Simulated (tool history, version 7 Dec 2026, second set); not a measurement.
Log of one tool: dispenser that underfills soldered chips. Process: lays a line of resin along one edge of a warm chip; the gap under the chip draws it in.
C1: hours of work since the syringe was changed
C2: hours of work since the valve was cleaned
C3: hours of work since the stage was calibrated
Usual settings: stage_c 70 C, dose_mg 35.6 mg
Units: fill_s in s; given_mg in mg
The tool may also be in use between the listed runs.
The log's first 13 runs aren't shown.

{"run": 14, "day": 3.412, "stage_c": 70, "dose_mg": 35.6, "C1": 5, "C2": 68, "C3": 97, "fill_s": 116.5, "given_mg": 34.59}
{"day": 3.6, "done": "new syringe of resin"}
{"run": 15, "day": 3.717, "stage_c": 70, "dose_mg": 35.6, "C1": 2, "C2": 74, "C3": 102, "fill_s": 105.3, "given_mg": 34.46}
{"run": 16, "day": 3.896, "stage_c": 67, "dose_mg": 35.6, "C1": 5, "C2": 77, "C3": 105, "fill_s": 135.1, "given_mg": 34.4}
{"day": 4.071, "done": "new syringe of resin"}
{"run": 17, "day": 4.225, "stage_c": 67, "dose_mg": 35.6, "C1": 3, "C2": 82, "C3": 111, "fill_s": 119.3, "given_mg": 34.22}
{"day": 4.538, "done": "new syringe of resin"}
{"run": 18, "day": 4.562, "stage_c": 67, "dose_mg": 35.6, "C1": 0, "C2": 88, "C3": 117, "fill_s": 107.2, "given_mg": 34.29}
{"run": 19, "day": 4.783, "stage_c": 67, "dose_mg": 35.6, "C1": 4, "C2": 92, "C3": 121, "fill_s": 129.5, "given_mg": 34.24}
{"run": 20, "day": 4.962, "stage_c": 65, "dose_mg": 34.8, "C1": 8, "C2": 95, "C3": 124, "fill_s": 161.9, "given_mg": 33.44}
{"day": 5.0, "done": "new syringe of resin"}
{"run": 21, "day": 5.304, "stage_c": 65, "dose_mg": 34.8, "C1": 5, "C2": 101, "C3": 130, "fill_s": 144.6, "given_mg": 33.4}
{"day": 5.462, "done": "new syringe of resin"}
{"run": 22, "day": 5.475, "stage_c": 65, "dose_mg": 34.8, "C1": 0, "C2": 104, "C3": 133, "fill_s": 117.5, "given_mg": 33.13}
{"day": 5.721, "done": "dispensing valve cleaned and set on the balance"}
{"run": 23, "day": 5.775, "stage_c": 65, "dose_mg": 34.8, "C1": 5, "C2": 1, "C3": 137, "fill_s": 146.3, "given_mg": 34.93}
{"day": 5.967, "done": "new syringe of resin"}
{"run": 24, "day": 6.092, "stage_c": 71, "dose_mg": 40.0, "C1": 2, "C2": 6, "C3": 143, "fill_s": 99.7, "given_mg": 39.82}
{"run": 25, "day": 6.383, "stage_c": 76, "dose_mg": 30.9, "C1": 7, "C2": 12, "C3": 148, "fill_s": 108.2, "given_mg": 30.84}
{"day": 6.425, "done": "new syringe of resin"}
{"run": 26, "day": 6.612, "stage_c": 65, "dose_mg": 45.3, "C1": 3, "C2": 16, "C3": 152, "fill_s": 130.0, "given_mg": 45.06}
{"day": 6.879, "done": "new syringe of resin"}
{"run": 27, "day": 6.912, "stage_c": 65, "dose_mg": 45.3, "C1": 1, "C2": 21, "C3": 157, "fill_s": 120.5, "given_mg": 45.13}
{"run": 28, "day": 7.254, "stage_c": 84, "dose_mg": 30.4, "C1": 7, "C2": 27, "C3": 163, "fill_s": 76.5, "given_mg": 30.29}
{"day": 7.338, "done": "new syringe of resin"}
{"run": 29, "day": 7.596, "stage_c": 77, "dose_mg": 41.4, "C1": 5, "C2": 33, "C3": 169, "fill_s": 86.6, "given_mg": 41.06}
{"run": 30, "day": 7.754, "stage_c": 73, "dose_mg": 44.0, "C1": 7, "C2": 36, "C3": 172, "fill_s": 115.0, "given_mg": 43.13}
{"day": 7.8, "done": "new syringe of resin"}
{"run": 31, "day": 7.942, "stage_c": 73, "dose_mg": 44.0, "C1": 3, "C2": 39, "C3": 175, "fill_s": 94.2, "given_mg": 43.32}
{"run": 32, "day": 8.179, "stage_c": 63, "dose_mg": 34.1, "C1": 7, "C2": 43, "C3": 179, "fill_s": 176.2, "given_mg": 33.4}
{"day": 8.262, "done": "new syringe of resin"}
{"run": 33, "day": 8.508, "stage_c": 63, "dose_mg": 34.1, "C1": 4, "C2": 49, "C3": 185, "fill_s": 148.0, "given_mg": 33.33}
{"day": 8.725, "done": "new syringe of resin"}
{"run": 34, "day": 8.867, "stage_c": 61, "dose_mg": 42.1, "C1": 3, "C2": 55, "C3": 191, "fill_s": 148.9, "given_mg": 41.22}

Forecast each of these 4 alternatives for the next run:
{"run": "A", "day": 9.029, "stage_c": 79, "dose_mg": 38.5, "C1": 5, "C2": 58, "C3": 194, "fill_s": "?", "given_mg": "?"}
{"run": "B", "day": 9.029, "stage_c": 70, "dose_mg": 31.2, "C1": 5, "C2": 58, "C3": 194, "fill_s": "?", "given_mg": "?"}
{"run": "C", "day": 9.029, "stage_c": 77, "dose_mg": 35.6, "C1": 5, "C2": 58, "C3": 194, "fill_s": "?", "given_mg": "?"}
{"run": "D", "day": 9.029, "stage_c": 69, "dose_mg": 40.8, "C1": 5, "C2": 58, "C3": 194, "fill_s": "?", "given_mg": "?"}

run=A fill_s=82.2 given_mg=37.65
run=B fill_s=120.4 given_mg=30.55
run=C fill_s=90.3 given_mg=34.72
run=D fill_s=122.2 given_mg=39.94
Without the tool's hidden state the same runs would have given:
run=A fill_s=66.2 given_mg=38.54
run=B fill_s=96.9 given_mg=31.27
run=C fill_s=72.7 given_mg=35.54
run=D fill_s=98.6 given_mg=40.88
